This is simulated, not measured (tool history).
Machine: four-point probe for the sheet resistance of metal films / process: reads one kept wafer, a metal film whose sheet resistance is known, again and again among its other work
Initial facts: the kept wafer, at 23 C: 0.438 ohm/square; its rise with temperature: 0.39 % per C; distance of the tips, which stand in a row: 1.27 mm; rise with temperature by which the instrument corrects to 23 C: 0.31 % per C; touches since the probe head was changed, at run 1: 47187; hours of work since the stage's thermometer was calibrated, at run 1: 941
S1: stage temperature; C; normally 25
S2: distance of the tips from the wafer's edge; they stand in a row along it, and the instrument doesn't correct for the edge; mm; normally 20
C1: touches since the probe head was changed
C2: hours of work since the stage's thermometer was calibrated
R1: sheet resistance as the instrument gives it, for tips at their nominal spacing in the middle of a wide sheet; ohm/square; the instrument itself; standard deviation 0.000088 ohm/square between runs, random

run	hour	S1	S2	C1	C2	R1
1	0.0	25	20	47187	941	0.440721
2	88.0	25	10	48747	984	0.443538
3	151.8	25	10	49879	1015	0.443558
4	206.4	25	10	50847	1041	0.443533
5	294.5	27	10	52408	1084	0.444212
6	375.6	25	13	53846	1123	0.442202
7	425.0	25	20	54722	1147	0.440747
8	478.4	25	20	55668	1173	0.440893
9	528.8	25	20	56563	1197	0.440768
10	576.6	25	20	57409	1220	0.440891
# hour 582.1: stage's thermometer calibrated
11	657.1	25	20	58828	36	0.440921
12	735.6	25	20	60221	74	0.441153
13	799.9	25	20	61361	105	0.441122
14	890.1	24	6	62960	149	0.450239
# hour 910.3: stage's thermometer calibrated, once more
15	933.3	24	6	63716	11	0.449981
16	1010.2	31	4	65079	48	0.464593
17	1048.4	26	55	65757	67	0.440379
18	1093.8	26	55	66561	89	0.440380
19	1176.4	26	55	68026	129	0.440500
20	1258.8	25	20	69487	169	0.440936
21	1318.0	22	46	70536	197	0.439155
22	1404.8	29	64	72075	239	0.441433
23	1465.2	30	8	73146	268	0.447842
24	1507.4	30	8	73894	289	0.447831

Alternative continuations, all from the tool just after run 24; predict every row:
A	1582.6	28	9	75229	325	?
B	1582.6	31	11	75229	325	?
C	1582.6	25	5	75229	325	?
D	1582.6	30	25	75229	325	?

run	R1
A	0.445932
B	0.445392
C	0.454940
D	0.442433
The same runs, with their run-to-run variation unchanged, on a tool lacking any hidden condition would have given:
run	R1
A	0.444452
B	0.443915
C	0.453432
D	0.440965
